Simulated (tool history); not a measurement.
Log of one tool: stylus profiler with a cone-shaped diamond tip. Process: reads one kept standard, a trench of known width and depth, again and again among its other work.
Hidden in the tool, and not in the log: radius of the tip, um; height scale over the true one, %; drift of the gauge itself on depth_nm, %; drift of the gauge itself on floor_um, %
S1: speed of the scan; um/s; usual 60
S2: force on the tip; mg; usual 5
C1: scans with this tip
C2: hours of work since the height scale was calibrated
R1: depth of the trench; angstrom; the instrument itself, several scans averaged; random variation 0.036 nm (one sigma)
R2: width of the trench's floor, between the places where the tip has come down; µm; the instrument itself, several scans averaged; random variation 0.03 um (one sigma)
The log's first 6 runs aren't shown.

{"run": 7, "hour": 178.3, "S1": 20, "S2": 5, "C1": 4334, "C2": 789, "R1": 2025.2, "R2": 96.51}
{"run": 8, "hour": 218.6, "S1": 20, "S2": 5, "C1": 4433, "C2": 807, "R1": 2024.6, "R2": 96.44}
{"hour": 229.6, "done": "height scale calibrated on a step standard"}
{"run": 9, "hour": 252.9, "S1": 20, "S2": 5, "C1": 4517, "C2": 10, "R1": 2022, "R2": 96.48}
{"run": 10, "hour": 284.0, "S1": 20, "S2": 5, "C1": 4594, "C2": 25, "R1": 2021.1, "R2": 96.42}
{"run": 11, "hour": 320.7, "S1": 20, "S2": 5, "C1": 4685, "C2": 41, "R1": 2021.1, "R2": 96.39}
{"run": 12, "hour": 347.6, "S1": 60, "S2": 6.48, "C1": 4751, "C2": 53, "R1": 2027.3, "R2": 96.36}
{"run": 13, "hour": 371.7, "S1": 60, "S2": 6.48, "C1": 4811, "C2": 64, "R1": 2027.2, "R2": 96.29}
{"run": 14, "hour": 410.7, "S1": 60, "S2": 6.48, "C1": 4908, "C2": 82, "R1": 2027.7, "R2": 96.33}
{"hour": 441.2, "done": "height scale calibrated on a step standard, once more"}
{"run": 15, "hour": 444.8, "S1": 60, "S2": 6.48, "C1": 4991, "C2": 2, "R1": 2037.7, "R2": 96.28}
{"run": 16, "hour": 476.0, "S1": 60, "S2": 2.09, "C1": 5068, "C2": 16, "R1": 2017.1, "R2": 96.25}
{"run": 17, "hour": 511.7, "S1": 60, "S2": 2.09, "C1": 5156, "C2": 32, "R1": 2017.5, "R2": 96.21}
{"run": 18, "hour": 549.7, "S1": 36, "S2": 2.73, "C1": 5250, "C2": 49, "R1": 2020.3, "R2": 96.35}
{"run": 19, "hour": 575.2, "S1": 180, "S2": 10.56, "C1": 5313, "C2": 60, "R1": 2051.3, "R2": 96.13}
{"run": 20, "hour": 607.1, "S1": 20, "S2": 10.56, "C1": 5393, "C2": 75, "R1": 2052.1, "R2": 96.4}
{"run": 21, "hour": 625.8, "S1": 20, "S2": 10.56, "C1": 5439, "C2": 83, "R1": 2052.4, "R2": 96.3}
{"run": 22, "hour": 658.5, "S1": 36, "S2": 14.56, "C1": 5520, "C2": 98, "R1": 2064.4, "R2": 96.29}
{"run": 23, "hour": 687.1, "S1": 119, "S2": 2.55, "C1": 5591, "C2": 111, "R1": 2019.5, "R2": 96.04}
{"run": 24, "hour": 719.7, "S1": 28, "S2": 14.56, "C1": 5671, "C2": 125, "R1": 2064.1, "R2": 96.31}
{"run": 25, "hour": 742.9, "S1": 28, "S2": 7.69, "C1": 5729, "C2": 136, "R1": 2041.1, "R2": 96.3}
{"run": 26, "hour": 767.2, "S1": 78, "S2": 7.69, "C1": 5789, "C2": 147, "R1": 2041, "R2": 96.19}
{"run": 27, "hour": 807.2, "S1": 58, "S2": 7.69, "C1": 5888, "C2": 165, "R1": 2040.8, "R2": 96.26}
{"run": 28, "hour": 843.1, "S1": 206, "S2": 3.36, "C1": 5977, "C2": 181, "R1": 2022.8, "R2": 95.75}
{"run": 29, "hour": 869.8, "S1": 206, "S2": 3.36, "C1": 6043, "C2": 193, "R1": 2022.1, "R2": 95.8}
{"run": 30, "hour": 892.3, "S1": 38, "S2": 3.09, "C1": 6098, "C2": 203, "R1": 2020.8, "R2": 96.14}
{"run": 31, "hour": 928.1, "S1": 147, "S2": 13.6, "C1": 6187, "C2": 219, "R1": 2060.1, "R2": 96.12}

4 ways to go on from here, each from the tool as it stands after run 31. What would each give?
{"run": "A", "hour": 956.9, "S1": 20, "S2": 4.02, "C1": 6258, "C2": 232, "R1": "?", "R2": "?"}
{"run": "B", "hour": 956.9, "S1": 138, "S2": 9.8, "C1": 6258, "C2": 232, "R1": "?", "R2": "?"}
{"run": "C", "hour": 956.9, "S1": 65, "S2": 13.6, "C1": 6258, "C2": 232, "R1": "?", "R2": "?"}
{"run": "D", "hour": 956.9, "S1": 94, "S2": 8.64, "C1": 6258, "C2": 232, "R1": "?", "R2": "?"}

run=A R1=2025.4 R2=96.25
run=B R1=2048.5 R2=96.1
run=C R1=2060.4 R2=96.15
run=D R1=2043.7 R2=96.11
Without the tool's hidden state the same runs would have given:
run=A R1=2027.9 R2=97.19
run=B R1=2051 R2=97.04
run=C R1=2062.9 R2=97.09
run=D R1=2046.2 R2=97.05
